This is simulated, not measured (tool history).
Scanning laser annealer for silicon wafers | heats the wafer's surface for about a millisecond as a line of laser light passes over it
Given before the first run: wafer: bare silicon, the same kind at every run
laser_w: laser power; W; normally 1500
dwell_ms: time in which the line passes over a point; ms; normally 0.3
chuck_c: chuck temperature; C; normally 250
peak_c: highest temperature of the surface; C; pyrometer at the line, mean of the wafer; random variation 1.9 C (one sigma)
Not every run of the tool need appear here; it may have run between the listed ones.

run 1 hour=0 | laser_w=1500 dwell_ms=0.3 chuck_c=250 | peak_c=1065
run 2 hour=14.9 | laser_w=1500 dwell_ms=0.3 chuck_c=250 | peak_c=1066
run 3 hour=43.2 | laser_w=1500 dwell_ms=0.3 chuck_c=280 | peak_c=1089
run 4 hour=73.4 | laser_w=1500 dwell_ms=0.3 chuck_c=280 | peak_c=1092
run 5 hour=106 | laser_w=1397 dwell_ms=0.3 chuck_c=250 | peak_c=986
run 6 hour=132.8 | laser_w=1397 dwell_ms=0.3 chuck_c=250 | peak_c=986
run 7 hour=153.6 | laser_w=1500 dwell_ms=0.3 chuck_c=250 | peak_c=1057
run 8 hour=171.3 | laser_w=1310 dwell_ms=0.3 chuck_c=250 | peak_c=926
run 9 hour=195.3 | laser_w=1454 dwell_ms=0.3 chuck_c=250 | peak_c=1023
run 10 hour=219.8 | laser_w=1500 dwell_ms=0.3 chuck_c=250 | peak_c=1053
run 11 hour=239 | laser_w=1500 dwell_ms=0.3 chuck_c=250 | peak_c=1049
run 12 hour=267.9 | laser_w=1500 dwell_ms=0.3 chuck_c=250 | peak_c=1050
run 13 hour=282.2 | laser_w=1525 dwell_ms=0.3 chuck_c=250 | peak_c=1064
run 14 hour=300.8 | laser_w=1525 dwell_ms=0.3 chuck_c=250 | peak_c=1065
run 15 hour=320.1 | laser_w=1500 dwell_ms=0.3 chuck_c=250 | peak_c=1046
run 16 hour=344.3 | laser_w=1500 dwell_ms=0.3 chuck_c=250 | peak_c=1045
run 17 hour=364.9 | laser_w=1543 dwell_ms=0.3 chuck_c=250 | peak_c=1073
run 18 hour=382.9 | laser_w=1543 dwell_ms=0.3 chuck_c=250 | peak_c=1074
run 19 hour=401.6 | laser_w=1500 dwell_ms=0.3 chuck_c=262 | peak_c=1054
run 20 hour=416.8 | laser_w=1500 dwell_ms=0.3 chuck_c=250 | peak_c=1040
run 21 hour=447.2 | laser_w=1500 dwell_ms=0.3 chuck_c=250 | peak_c=1036
run 22 hour=465.7 | laser_w=1344 dwell_ms=0.236 chuck_c=286 | peak_c=884
run 23 hour=486.5 | laser_w=1388 dwell_ms=0.319 chuck_c=250 | peak_c=983
run 24 hour=504.3 | laser_w=1307 dwell_ms=0.3 chuck_c=250 | peak_c=906
run 25 hour=528.7 | laser_w=1307 dwell_ms=0.3 chuck_c=250 | peak_c=905
run 26 hour=553.4 | laser_w=1307 dwell_ms=0.3 chuck_c=250 | peak_c=906
run 27 hour=570.7 | laser_w=1307 dwell_ms=0.3 chuck_c=250 | peak_c=901
run 28 hour=605.7 | laser_w=1307 dwell_ms=0.3 chuck_c=250 | peak_c=903
run 29 hour=626.5 | laser_w=1500 dwell_ms=0.242 chuck_c=259 | peak_c=952
run 30 hour=659.3 | laser_w=1631 dwell_ms=0.23 chuck_c=260 | peak_c=1008
run 31 hour=691.9 | laser_w=1631 dwell_ms=0.23 chuck_c=260 | peak_c=1005
run 32 hour=714.6 | laser_w=1631 dwell_ms=0.23 chuck_c=260 | peak_c=1007
run 33 hour=737.9 | laser_w=1501 dwell_ms=0.29 chuck_c=266 | peak_c=1024
run 34 hour=756 | laser_w=1325 dwell_ms=0.234 chuck_c=287 | peak_c=864
-- hour=772.2 window over the wafer cleaned
run 35 hour=791.9 | laser_w=1325 dwell_ms=0.234 chuck_c=287 | peak_c=898
run 36 hour=807.7 | laser_w=1325 dwell_ms=0.234 chuck_c=287 | peak_c=898
run 37 hour=822.3 | laser_w=1325 dwell_ms=0.353 chuck_c=251 | peak_c=1013
run 38 hour=839.8 | laser_w=1446 dwell_ms=0.356 chuck_c=256 | peak_c=1112
run 39 hour=861.5 | laser_w=1446 dwell_ms=0.356 chuck_c=256 | peak_c=1110
run 40 hour=886.7 | laser_w=1596 dwell_ms=0.328 chuck_c=256 | peak_c=1180
run 41 hour=910 | laser_w=1578 dwell_ms=0.357 chuck_c=213 | peak_c=1166

4 options for the next run, each taken on its own from the tool as it stands now. Forecast them:
run A hour=940.4 | laser_w=1500 dwell_ms=0.232 chuck_c=241 | peak_c=?
run B hour=940.4 | laser_w=1500 dwell_ms=0.375 chuck_c=250 | peak_c=?
run C hour=940.4 | laser_w=1412 dwell_ms=0.3 chuck_c=221 | peak_c=?
run D hour=940.4 | laser_w=1351 dwell_ms=0.357 chuck_c=288 | peak_c=?

run=A peak_c=952
run=B peak_c=1166
run=C peak_c=974
run=D peak_c=1071
With no hidden state in the tool, these same runs would have given:
run=A peak_c=975
run=B peak_c=1196
run=C peak_c=998
run=D peak_c=1097
